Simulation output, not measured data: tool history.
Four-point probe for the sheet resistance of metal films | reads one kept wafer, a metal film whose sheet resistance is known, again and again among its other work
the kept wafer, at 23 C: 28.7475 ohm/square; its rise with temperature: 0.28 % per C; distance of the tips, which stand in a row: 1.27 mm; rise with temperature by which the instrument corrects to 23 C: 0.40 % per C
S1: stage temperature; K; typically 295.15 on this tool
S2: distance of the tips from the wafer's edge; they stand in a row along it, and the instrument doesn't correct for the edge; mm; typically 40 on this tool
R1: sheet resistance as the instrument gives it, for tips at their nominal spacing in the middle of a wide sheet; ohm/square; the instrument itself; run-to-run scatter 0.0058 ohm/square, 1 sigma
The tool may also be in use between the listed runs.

run	day	S1	S2	R1
1	0.000	295.15	40	28.802386
2	3.904	306.15	40	28.444684
3	7.554	306.15	40	28.441820
4	10.221	300.15	40	28.626536
5	12.358	300.15	40	28.635225
6	15.408	292.15	40	28.904332
7	17.692	291.15	40	28.928047
8	19.958	291.15	40	28.939618
9	21.992	291.15	9	29.218839
10	24.183	291.15	9	29.223061
11	27.246	292.15	32	28.906044

Estimate the outcome of run 12 from the log above:
12	30.200	299.15	61	?

{"run 12": {"R1": 28.652854}}
On a tool with no hidden condition, and with the same random variation, this run would have come out at R1 28.654223 ohm/square.
